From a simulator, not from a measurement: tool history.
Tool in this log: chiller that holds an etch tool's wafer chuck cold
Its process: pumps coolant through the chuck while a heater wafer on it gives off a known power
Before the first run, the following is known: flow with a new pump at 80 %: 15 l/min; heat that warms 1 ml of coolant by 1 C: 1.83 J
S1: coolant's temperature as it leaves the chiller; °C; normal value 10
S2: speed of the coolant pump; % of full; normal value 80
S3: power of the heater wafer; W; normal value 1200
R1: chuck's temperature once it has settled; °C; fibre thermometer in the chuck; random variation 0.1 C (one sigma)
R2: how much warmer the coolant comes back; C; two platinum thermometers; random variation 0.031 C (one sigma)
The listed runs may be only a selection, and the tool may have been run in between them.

Run 1, day 0: usual settings. Result: R1 24 °C, R2 2.77 C.
Run 2, day 2.483: usual settings. Result: R1 24 °C, R2 2.82 C.
Run 3, day 7.429: usual settings. Result: R1 24.1 °C, R2 2.86 C.
Run 4, day 12.696: usual settings but S3 1337 W. Result: R1 25.9 °C, R2 3.11 C.
Run 5, day 18.438: usual settings but S3 1337 W. Result: R1 25.5 °C, R2 3.1 C.
Run 6, day 24.133: usual settings but S3 622 W. Result: R1 17.4 °C, R2 1.48 C.
Run 7, day 28.688: usual settings but S3 1735 W. Result: R1 30.7 °C, R2 4.07 C.
Run 8, day 32.517: usual settings but S3 1735 W. Result: R1 30.7 °C, R2 4.11 C.
Run 9, day 36.279: usual settings but S3 1735 W. Result: R1 30.8 °C, R2 4.11 C.
Run 10, day 38.804: usual settings but S3 1735 W. Result: R1 30.8 °C, R2 4.08 C.
Run 11, day 43.892: usual settings but S2 84 % of full, S3 1735 W. Result: R1 30.2 °C, R2 3.89 C.
Run 12, day 48.012: usual settings but S2 84 % of full, S3 1735 W. Result: R1 30.1 °C, R2 3.92 C.
Run 13, day 53.3: usual settings but S1 17 °C, S2 84 % of full, S3 1735 W. Result: R1 37.4 °C, R2 3.93 C.
Run 14, day 56.696: usual settings but S1 15 °C. Result: R1 29.5 °C, R2 2.85 C.
Run 15, day 59.712: usual settings. Result: R1 24.7 °C, R2 2.87 C.
Run 16, day 62.842: usual settings. Result: R1 24.9 °C, R2 2.92 C.
Run 17, day 66.088: usual settings. Result: R1 24.9 °C, R2 2.87 C.
Run 18, day 71.9: usual settings but S1 0 °C, S2 61 % of full. Result: R1 18.1 °C, R2 3.88 C.
Run 19, day 76.954: usual settings but S1 15 °C. Result: R1 30 °C, R2 2.92 C.
At day 77.346: chiller's thermometer calibrated.
Run 20, day 81.05: usual settings but S1 15 °C. Result: R1 29.6 °C, R2 2.94 C.

What does the tool deliver on the next run?
Run 21, day 86.854: usual settings but S1 15 °C. Result: R1 ?, R2 ?.

R1: 29.8 °C
R2: 2.94 C
If the tool had no hidden condition, the same run with the same run-to-run variation would have returned R1 28.1 °C, R2 2.64 C.
